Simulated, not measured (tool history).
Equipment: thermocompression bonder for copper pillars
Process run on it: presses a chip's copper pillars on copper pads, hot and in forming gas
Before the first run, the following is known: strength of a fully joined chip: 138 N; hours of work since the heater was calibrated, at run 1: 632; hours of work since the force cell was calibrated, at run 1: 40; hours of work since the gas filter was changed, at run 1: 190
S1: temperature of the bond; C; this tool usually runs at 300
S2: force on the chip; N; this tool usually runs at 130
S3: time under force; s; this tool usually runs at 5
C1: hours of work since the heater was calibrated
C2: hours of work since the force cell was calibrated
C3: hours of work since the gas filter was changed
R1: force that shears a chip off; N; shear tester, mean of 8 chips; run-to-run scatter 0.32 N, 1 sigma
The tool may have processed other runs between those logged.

run 1 hour=0 | S1=300 S2=130 S3=5 | C1=632 C2=40 C3=190 | R1=97.1
run 2 hour=8.6 | S1=300 S2=130 S3=5 | C1=636 C2=44 C3=194 | R1=97.1
run 3 hour=20.4 | S1=277 S2=130 S3=5 | C1=642 C2=50 C3=200 | R1=75.9
run 4 hour=30.3 | S1=300 S2=130 S3=9 | C1=646 C2=55 C3=205 | R1=109.9
run 5 hour=43.1 | S1=300 S2=130 S3=9 | C1=653 C2=61 C3=211 | R1=108.9
run 6 hour=51.8 | S1=300 S2=130 S3=5 | C1=657 C2=65 C3=215 | R1=96.7
run 7 hour=64.6 | S1=300 S2=130 S3=5 | C1=663 C2=71 C3=221 | R1=97.1
run 8 hour=78.5 | S1=300 S2=130 S3=10 | C1=669 C2=77 C3=228 | R1=111.3
run 9 hour=90.1 | S1=318 S2=130 S3=5 | C1=675 C2=83 C3=233 | R1=110.3
run 10 hour=99.2 | S1=318 S2=130 S3=5 | C1=679 C2=87 C3=237 | R1=110
run 11 hour=105.6 | S1=318 S2=130 S3=5 | C1=682 C2=90 C3=241 | R1=110.6
run 12 hour=116.6 | S1=318 S2=130 S3=5 | C1=687 C2=96 C3=246 | R1=110.7
run 13 hour=130.3 | S1=318 S2=130 S3=5 | C1=694 C2=102 C3=252 | R1=110.7
run 14 hour=142.9 | S1=300 S2=125 S3=5 | C1=700 C2=108 C3=258 | R1=93
run 15 hour=150.9 | S1=300 S2=125 S3=5 | C1=704 C2=112 C3=262 | R1=93.1
run 16 hour=163.8 | S1=300 S2=125 S3=5 | C1=710 C2=118 C3=268 | R1=93.4
run 17 hour=170 | S1=300 S2=125 S3=5 | C1=713 C2=121 C3=271 | R1=94.5
run 18 hour=183 | S1=276 S2=125 S3=5 | C1=719 C2=127 C3=277 | R1=71.3
run 19 hour=189.2 | S1=300 S2=130 S3=5 | C1=722 C2=130 C3=280 | R1=95.9
run 20 hour=197.5 | S1=300 S2=130 S3=5 | C1=726 C2=134 C3=284 | R1=95.9
-- hour=200.5 heater calibrated with a thermocouple chip
run 21 hour=208.2 | S1=300 S2=119 S3=5 | C1=4 C2=138 C3=288 | R1=94.7
run 22 hour=217.2 | S1=296 S2=144 S3=11 | C1=8 C2=142 C3=293 | R1=117.3
run 23 hour=230.4 | S1=300 S2=130 S3=15 | C1=14 C2=149 C3=299 | R1=120
run 24 hour=240.8 | S1=323 S2=130 S3=3 | C1=19 C2=154 C3=304 | R1=106.2
run 25 hour=252.9 | S1=323 S2=193 S3=4 | C1=25 C2=159 C3=310 | R1=125.2
-- hour=265.3 heater calibrated with a thermocouple chip, once more
run 26 hour=265.7 | S1=323 S2=193 S3=5 | C1=0 C2=164 C3=315 | R1=121.3
run 27 hour=277.9 | S1=323 S2=193 S3=7 | C1=6 C2=170 C3=320 | R1=125.1
-- hour=287 forming gas filter changed
run 28 hour=287.8 | S1=323 S2=193 S3=7 | C1=10 C2=175 C3=0 | R1=131.9
run 29 hour=298.2 | S1=300 S2=130 S3=5 | C1=15 C2=180 C3=5 | R1=89.7
run 30 hour=311.9 | S1=319 S2=130 S3=5 | C1=22 C2=186 C3=12 | R1=107.6
run 31 hour=323.1 | S1=294 S2=130 S3=5 | C1=27 C2=192 C3=17 | R1=83.8
run 32 hour=332.3 | S1=294 S2=130 S3=5 | C1=32 C2=196 C3=22 | R1=84.5
run 33 hour=338.5 | S1=294 S2=130 S3=5 | C1=35 C2=199 C3=24 | R1=83.9
run 34 hour=349.2 | S1=307 S2=155 S3=3 | C1=40 C2=204 C3=30 | R1=95.5
run 35 hour=355.3 | S1=307 S2=155 S3=3 | C1=42 C2=207 C3=32 | R1=95.1
run 36 hour=366.3 | S1=313 S2=130 S3=3 | C1=48 C2=212 C3=38 | R1=89.3
run 37 hour=376.9 | S1=313 S2=123 S3=11 | C1=53 C2=217 C3=43 | R1=116.1
run 38 hour=385.9 | S1=306 S2=150 S3=12 | C1=57 C2=221 C3=47 | R1=121.8
run 39 hour=392.3 | S1=317 S2=140 S3=5 | C1=60 C2=224 C3=50 | R1=109.8

Hidden state at the last listed run before each entry between runs and at the first one after, where it differs:
In the gap between runs 20 and 21: heater calibrated with a thermocouple chip (hour 200.5)
  true temperature of the bond over the reading, C: 12 -> 17.3; oxide that the forming gas leaves, % of the face: 5.52 -> 5.6
  difference, measured minus the result without the unlogged condition, R1: +5.2 -> +10.1 N
In the gap between runs 25 and 26: heater calibrated with a thermocouple chip, once more (hour 265.3)
  true temperature of the bond over the reading, C: 17.6 -> -0.2; oxide that the forming gas leaves, % of the face: 5.98 -> 6.08
  difference, measured minus the result without the unlogged condition, R1: -1.1 -> -7.8 N
In the gap between runs 27 and 28: forming gas filter changed (hour 287)
  oxide that the forming gas leaves, % of the face: 6.19 -> 0.59
  difference, measured minus the result without the unlogged condition, R1: -7.9 -> -0.4 N
